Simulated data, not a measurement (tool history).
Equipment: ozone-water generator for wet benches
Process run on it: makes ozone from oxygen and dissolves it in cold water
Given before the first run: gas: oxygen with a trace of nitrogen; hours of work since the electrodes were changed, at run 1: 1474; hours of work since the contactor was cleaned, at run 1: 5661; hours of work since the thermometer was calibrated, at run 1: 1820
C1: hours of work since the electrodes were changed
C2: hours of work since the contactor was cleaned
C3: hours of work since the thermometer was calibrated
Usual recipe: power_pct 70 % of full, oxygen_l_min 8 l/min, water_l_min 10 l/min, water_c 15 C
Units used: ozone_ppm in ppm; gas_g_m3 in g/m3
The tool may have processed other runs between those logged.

{"run": 1, "hour": 0.0, "power_pct": 70, "oxygen_l_min": 8, "water_l_min": 10, "water_c": 15, "C1": 1474, "C2": 5661, "C3": 1820, "ozone_ppm": 36.3, "gas_g_m3": 246.5}
{"run": 2, "hour": 61.5, "power_pct": 70, "oxygen_l_min": 8, "water_l_min": 10, "water_c": 15, "C1": 1534, "C2": 5720, "C3": 1879, "ozone_ppm": 36.4, "gas_g_m3": 244.7}
{"run": 3, "hour": 109.2, "power_pct": 70, "oxygen_l_min": 8, "water_l_min": 10, "water_c": 18, "C1": 1580, "C2": 5766, "C3": 1925, "ozone_ppm": 34.1, "gas_g_m3": 248.3}
{"run": 4, "hour": 178.2, "power_pct": 70, "oxygen_l_min": 8, "water_l_min": 10, "water_c": 18, "C1": 1646, "C2": 5833, "C3": 1992, "ozone_ppm": 34, "gas_g_m3": 246.9}
{"run": 5, "hour": 233.0, "power_pct": 70, "oxygen_l_min": 8, "water_l_min": 10, "water_c": 18, "C1": 1699, "C2": 5886, "C3": 2045, "ozone_ppm": 33.7, "gas_g_m3": 247.6}
{"run": 6, "hour": 300.3, "power_pct": 70, "oxygen_l_min": 8, "water_l_min": 10, "water_c": 18, "C1": 1764, "C2": 5951, "C3": 2110, "ozone_ppm": 33.9, "gas_g_m3": 247.2}
{"run": 7, "hour": 340.0, "power_pct": 70, "oxygen_l_min": 8, "water_l_min": 11, "water_c": 7, "C1": 1802, "C2": 5989, "C3": 2148, "ozone_ppm": 40.3, "gas_g_m3": 246.8}

Run 8 comes next. What will it give?
{"run": 8, "hour": 405.2, "power_pct": 70, "oxygen_l_min": 8, "water_l_min": 11, "water_c": 7, "C1": 1865, "C2": 6052, "C3": 2211, "ozone_ppm": "?", "gas_g_m3": "?"}

{"run 8": {"ozone_ppm": 39, "gas_g_m3": 248.6}}
Without the tool's hidden state the same run would have given ozone_ppm 39.1 ppm, gas_g_m3 248.7 g/m3.

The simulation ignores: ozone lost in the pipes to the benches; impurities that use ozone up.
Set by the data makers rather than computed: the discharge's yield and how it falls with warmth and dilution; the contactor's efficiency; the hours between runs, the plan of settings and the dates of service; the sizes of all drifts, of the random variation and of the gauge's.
